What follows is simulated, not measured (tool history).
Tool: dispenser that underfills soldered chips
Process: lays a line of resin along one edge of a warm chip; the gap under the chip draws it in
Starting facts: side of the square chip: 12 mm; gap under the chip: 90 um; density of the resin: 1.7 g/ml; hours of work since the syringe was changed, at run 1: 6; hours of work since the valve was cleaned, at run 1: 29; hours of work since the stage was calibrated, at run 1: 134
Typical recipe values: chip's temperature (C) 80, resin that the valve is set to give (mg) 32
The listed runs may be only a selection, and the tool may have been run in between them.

run,day,chip's temperature (C),resin that the valve is set to give (mg),hours of work since the syringe was changed,hours of work since the valve was cleaned,hours of work since the stage was calibrated,time until the resin shows at the far edge (s),resin that the valve gave (mg)
1,0,80,32,6,29,134,122.1,31.57
# day 0.096: new syringe of resin
2,0.417,80,32,6,36,141,119.5,31.04
# day 0.558: new syringe of resin
3,0.933,80,32,7,45,150,124.7,30.94
# day 1.021: new syringe of resin
4,1.246,80,32,4,50,155,113,30.69
# day 1.467: new syringe of resin
5,1.625,80,32,3,56,162,106.6,30.62
# day 1.908: new syringe of resin
6,1.908,70,32,0,61,166,126.8,30.59
7,2.171,70,32,5,66,171,155.3,30.35
# day 2.354: new syringe of resin
# day 2.571: dispensing valve cleaned and set on the balance
8,2.571,80,28.7,3,0,177,108.5,28.51
# day 2.854: new syringe of resin
9,2.958,80,28.7,2,7,184,103.4,28.65
# day 3.342: new syringe of resin
10,3.396,80,28.7,1,14,191,100.5,28.65
11,3.738,92,28.7,7,20,197,92.6,28.34
# day 3.8: new syringe of resin
12,4.067,80,32,5,26,203,117.5,31.48
# day 4.254: new syringe of resin
13,4.404,80,32,3,31,208,105.7,31.28
# day 4.708: new syringe of resin
14,4.729,80,32,0,37,214,94.8,31.09
15,5.029,80,32,6,42,219,121.2,30.93
# day 5.175: new syringe of resin
16,5.438,80,32,5,49,226,114.9,30.51
# day 5.621: new syringe of resin
17,5.779,79,32,3,55,232,109.3,30.67
# day 6.075: new syringe of resin
18,6.321,79,32,4,64,241,119.5,30.37
# day 6.546: new syringe of resin
19,6.754,94,32.6,4,71,248,74.5,30.76
# day 6.846: dispensing valve cleaned and set on the balance
# day 7.054: new syringe of resin
20,7.1,72,34.5,1,4,254,123.4,34.1
21,7.383,80,27.5,6,9,259,127.6,27.42
# day 7.508: new syringe of resin
22,7.842,75,38.2,6,17,266,141.7,37.31
# day 7.954: new syringe of resin
23,8.2,94,38.6,4,23,272,74.9,37.93
# day 8.417: new syringe of resin
24,8.696,94,38.6,5,32,281,74.9,37.53
# day 8.883: new syringe of resin
25,9.15,94,38.6,5,39,289,75.8,37.34
# day 9.354: new syringe of resin
26,9.458,82,31.1,2,45,294,97.1,29.9
27,9.742,82,37.2,7,50,299,119.5,35.28
# day 9.817: new syringe of resin
28,10.046,95,32.7,4,55,304,72.3,31.32
# day 10.292: new syringe of resin
29,10.371,88,37.2,1,60,310,77.5,35.29
# day 10.746: new syringe of resin
30,10.938,66,31.7,3,70,319,176.4,29.92
# day 11.092: dispensing valve cleaned and set on the balance
# day 11.229: new syringe of resin
31,11.333,80,27.9,2,4,325,107.3,27.93
# day 11.688: new syringe of resin
32,11.821,79,27.9,2,12,334,110.8,27.45
# day 12.129: new syringe of resin
33,12.229,87,33.7,2,19,340,79.1,33.31
# day 12.604: new syringe of resin
34,12.754,93,32,3,28,349,70.6,31.31
# day 13.075: new syringe of resin
35,13.138,93,32,1,35,356,68,31.15

What if the next run were any one of these 4? Each begins from the tool's condition after run 35:
A,13.5,93,33.9,7,41,362,?,?
B,13.5,90,32.1,7,41,362,?,?
C,13.5,91,30.9,7,41,362,?,?
D,13.5,81,32,7,41,362,?,?

run,time until the resin shows at the far edge (s),resin that the valve gave (mg)
A,88.6,32.79
B,99,31.17
C,98.5,29.86
D,131.2,31.14
Without the tool's hidden state the same runs would have given:
run,time until the resin shows at the far edge (s),resin that the valve gave (mg)
A,60,33.93
B,67,32.25
C,66.4,30.89
D,88.8,32.22
